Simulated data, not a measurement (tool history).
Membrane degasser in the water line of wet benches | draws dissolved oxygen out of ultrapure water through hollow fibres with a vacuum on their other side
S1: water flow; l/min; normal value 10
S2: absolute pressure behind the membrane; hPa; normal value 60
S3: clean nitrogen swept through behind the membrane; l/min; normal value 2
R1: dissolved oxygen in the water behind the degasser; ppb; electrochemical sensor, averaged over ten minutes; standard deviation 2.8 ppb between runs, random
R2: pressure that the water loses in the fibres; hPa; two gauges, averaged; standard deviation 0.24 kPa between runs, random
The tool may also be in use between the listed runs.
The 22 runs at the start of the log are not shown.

Run 23, day 42.029: usual settings but S1 9 l/min, S3 2.22 l/min. Result: R1 232.9 ppb, R2 543 hPa.
Run 24, day 43.038: usual settings but S1 9 l/min, S3 2.22 l/min. Result: R1 232 ppb, R2 539.6 hPa.
Run 25, day 45.229: usual settings but S1 15 l/min, S2 83.1 hPa, S3 4.83 l/min. Result: R1 488.9 ppb, R2 904.3 hPa.
Run 26, day 47.038: usual settings but S1 15 l/min, S2 83.1 hPa, S3 4.83 l/min. Result: R1 497.2 ppb, R2 909.9 hPa.
At day 47.933: seals of the vacuum lines changed.
Run 27, day 48.438: usual settings but S1 15 l/min, S2 83.1 hPa, S3 4.83 l/min. Result: R1 485.7 ppb, R2 903.5 hPa.
Run 28, day 50.271: usual settings but S1 15 l/min, S2 83.1 hPa, S3 4.83 l/min. Result: R1 492.1 ppb, R2 903.4 hPa.
Run 29, day 52.658: usual settings but S1 11 l/min, S2 83.1 hPa, S3 4.83 l/min. Result: R1 316.8 ppb, R2 664.9 hPa.
Run 30, day 53.717: usual settings but S1 7 l/min. Result: R1 150.9 ppb, R2 422.1 hPa.
Run 31, day 55.729: usual settings but S1 7 l/min. Result: R1 149.6 ppb, R2 421.1 hPa.
Run 32, day 57.4: usual settings but S1 7 l/min. Result: R1 149.5 ppb, R2 422.8 hPa.

Consider 4 possible next runs. They are alternatives, not a sequence: every one starts from the tool as it was left by run 32. What does each give?
Run A, day 59.467: usual settings but S1 7 l/min, S2 65.3 hPa. Result: R1 ?, R2 ?.
Run B, day 59.467: usual settings but S1 7 l/min, S2 36.1 hPa, S3 4.48 l/min. Result: R1 ?, R2 ?.
Run C, day 59.467: usual settings but S3 1.89 l/min. Result: R1 ?, R2 ?.
Run D, day 59.467: usual settings but S1 13 l/min, S2 36.8 hPa, S3 3.9 l/min. Result: R1 ?, R2 ?.

run     R1     R2
  A  154.9  420.4
  B  129.7    423
  C  283.1    603
  D  375.4  786.7
Without the tool's unlogged condition, the same runs would have read:
run     R1     R2
  A  154.7  420.3
  B  129.6  422.9
  C  282.8  602.9
  D  375.1  786.5
